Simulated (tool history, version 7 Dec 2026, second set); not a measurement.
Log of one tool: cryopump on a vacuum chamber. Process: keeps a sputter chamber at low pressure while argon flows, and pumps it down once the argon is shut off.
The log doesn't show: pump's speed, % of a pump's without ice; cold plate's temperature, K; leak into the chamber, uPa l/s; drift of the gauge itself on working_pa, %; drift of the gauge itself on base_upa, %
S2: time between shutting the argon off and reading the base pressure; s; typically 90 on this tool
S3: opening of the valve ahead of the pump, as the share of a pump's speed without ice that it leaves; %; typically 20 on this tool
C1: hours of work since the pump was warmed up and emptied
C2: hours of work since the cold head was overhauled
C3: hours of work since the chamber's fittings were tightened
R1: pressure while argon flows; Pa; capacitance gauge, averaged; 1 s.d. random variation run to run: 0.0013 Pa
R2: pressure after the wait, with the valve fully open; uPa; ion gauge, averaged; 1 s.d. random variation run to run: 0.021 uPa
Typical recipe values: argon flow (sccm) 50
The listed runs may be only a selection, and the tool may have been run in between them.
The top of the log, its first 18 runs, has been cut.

Run 19, day 38.429: usual settings but argon flow (sccm) 22, S2 158 s; C1 707; C2 2348; C3 1990. Result: R1 0.1380 Pa, R2 1.03 uPa.
Run 20, day 40.683: usual settings but argon flow (sccm) 93, S2 158 s, S3 29 %; C1 744; C2 2385; C3 2027. Result: R1 0.4252 Pa, R2 1.09 uPa.
Run 21, day 42.412: usual settings but argon flow (sccm) 80, S2 35 s, S3 39 %; C1 772; C2 2413; C3 2055. Result: R1 0.2842 Pa, R2 1.61 uPa.
At day 43.775: pump warmed up, emptied and cooled again.
Run 22, day 45.442: usual settings but argon flow (sccm) 54, S2 30 s, S3 28 %; C1 27; C2 2459; C3 2101. Result: R1 0.2260 Pa, R2 1.41 uPa.
Run 23, day 47.546: usual settings but argon flow (sccm) 34, S2 30 s, S3 17 %; C1 62; C2 2494; C3 2136. Result: R1 0.2323 Pa, R2 1.36 uPa.
Run 24, day 49.758: usual settings but argon flow (sccm) 34, S2 30 s, S3 17 %; C1 98; C2 2530; C3 2172. Result: R1 0.2336 Pa, R2 1.43 uPa.
Run 25, day 52.042: usual settings but argon flow (sccm) 34, S2 30 s, S3 17 %; C1 135; C2 2567; C3 2209. Result: R1 0.2327 Pa, R2 1.43 uPa.
Run 26, day 53.758: usual settings but argon flow (sccm) 34, S2 30 s, S3 17 %; C1 163; C2 2595; C3 2237. Result: R1 0.2362 Pa, R2 1.36 uPa.
Run 27, day 55.438: usual settings but argon flow (sccm) 25, S2 30 s, S3 16 %; C1 191; C2 2623; C3 2265. Result: R1 0.1826 Pa, R2 1.51 uPa.
Run 28, day 57.950: usual settings but argon flow (sccm) 25, S2 30 s, S3 16 %; C1 232; C2 2664; C3 2306. Result: R1 0.1853 Pa, R2 1.45 uPa.
Run 29, day 59.183: usual settings but argon flow (sccm) 28, S2 203 s, S3 41 %; C1 252; C2 2684; C3 2326. Result: R1 0.0828 Pa, R2 0.89 uPa.
Run 30, day 61.608: usual settings but argon flow (sccm) 75; C1 292; C2 2724; C3 2366. Result: R1 0.4513 Pa, R2 1.07 uPa.
Run 31, day 63.071: usual settings but argon flow (sccm) 75; C1 316; C2 2748; C3 2389. Result: R1 0.4472 Pa, R2 1.12 uPa.
Run 32, day 65.654: usual settings but argon flow (sccm) 20; C1 358; C2 2790; C3 2432. Result: R1 0.1208 Pa, R2 1.10 uPa.
Run 33, day 67.921: usual settings but argon flow (sccm) 34, S3 27 %; C1 395; C2 2827; C3 2469. Result: R1 0.1544 Pa, R2 1.10 uPa.
Run 34, day 70.225: usual settings but S2 50 s, S3 23 %; C1 433; C2 2865; C3 2506. Result: R1 0.2663 Pa, R2 1.31 uPa.

Each row is a separate what-if for the run after 34, all from the same tool condition, not one after another. Results?
Run A, day 71.975: usual settings but S2 29 s, S3 55 %; C1 461; C2 2893; C3 2535. Result: R1 ?, R2 ?.
Run B, day 71.975: usual settings but argon flow (sccm) 34, S2 26 s, S3 31 %; C1 461; C2 2893; C3 2535. Result: R1 ?, R2 ?.
Run C, day 71.975: usual settings but S2 50 s, S3 32 %; C1 461; C2 2893; C3 2535. Result: R1 ?, R2 ?.
Run D, day 71.975: usual settings but S2 52 s, S3 17 %; C1 461; C2 2893; C3 2535. Result: R1 ?, R2 ?.

run      R1    R2
  A  0.1194  1.65
  B  0.1365  1.72
  C  0.1949  1.35
  D  0.3527  1.33
Without the tool's unlogged condition, the same runs would have read:
run      R1    R2
  A  0.1055  0.95
  B  0.1270  1.02
  C  0.1810  0.64
  D  0.3389  0.61
